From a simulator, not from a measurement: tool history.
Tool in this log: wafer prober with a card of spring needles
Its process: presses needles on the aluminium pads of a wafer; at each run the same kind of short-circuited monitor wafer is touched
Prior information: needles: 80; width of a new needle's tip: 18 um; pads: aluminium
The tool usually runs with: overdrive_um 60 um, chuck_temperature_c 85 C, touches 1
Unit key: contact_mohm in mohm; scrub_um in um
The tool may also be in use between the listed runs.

run 1 hour=0.0 | overdrive_um=60 chuck_temperature_c=85 touches=1 | contact_mohm=180 scrub_um=12.27
run 2 hour=9.5 | overdrive_um=55 chuck_temperature_c=85 touches=1 | contact_mohm=222 scrub_um=11.26
-- hour=13.1 tips cleaned on abrasive film
run 3 hour=17.7 | overdrive_um=55 chuck_temperature_c=85 touches=1 | contact_mohm=188 scrub_um=11.14
run 4 hour=26.4 | overdrive_um=55 chuck_temperature_c=85 touches=1 | contact_mohm=215 scrub_um=11.15
-- hour=33.8 tips cleaned on abrasive film
run 5 hour=33.8 | overdrive_um=55 chuck_temperature_c=85 touches=1 | contact_mohm=162 scrub_um=11.13
run 6 hour=39.2 | overdrive_um=60 chuck_temperature_c=85 touches=1 | contact_mohm=183 scrub_um=12.23
run 7 hour=44.5 | overdrive_um=42 chuck_temperature_c=85 touches=1 | contact_mohm=255 scrub_um=8.39
-- hour=54.4 tips cleaned on abrasive film
run 8 hour=55.4 | overdrive_um=60 chuck_temperature_c=80 touches=1 | contact_mohm=160 scrub_um=12.24
run 9 hour=64.9 | overdrive_um=60 chuck_temperature_c=80 touches=1 | contact_mohm=195 scrub_um=12.27
run 10 hour=73.9 | overdrive_um=59 chuck_temperature_c=29 touches=1 | contact_mohm=216 scrub_um=11.95
-- hour=74.7 tips cleaned on abrasive film
run 11 hour=84.5 | overdrive_um=65 chuck_temperature_c=66 touches=1 | contact_mohm=188 scrub_um=13.24
run 12 hour=94.5 | overdrive_um=60 chuck_temperature_c=83 touches=3 | contact_mohm=177 scrub_um=12.15
-- hour=95.1 tips cleaned on abrasive film
run 13 hour=107.5 | overdrive_um=43 chuck_temperature_c=77 touches=2 | contact_mohm=220 scrub_um=8.54
-- hour=115.9 tips cleaned on abrasive film
run 14 hour=118.8 | overdrive_um=53 chuck_temperature_c=27 touches=2 | contact_mohm=166 scrub_um=10.60

Selected run-to-run steps in contact_mohm, each split into two signed amounts: the part the tool would show with no hidden state at all (from settings, incoming material and random variation), and the remainder, which goes to the hidden state together with any gauge scatter not common to the measured and the hidden-state-free results:
Hidden state present: debris on the tips, nm; way that the needles fall short of the set height, um; tips' diameter, um; drift of the gauge itself on contact_mohm, %; drift of the gauge itself on scrub_um, %.
Run 7 -> 8: overdrive_um 42 -> 60, chuck_temperature_c 85 -> 80, tips cleaned on abrasive film. contact_mohm -95 mohm: hidden state -83, all else -12.
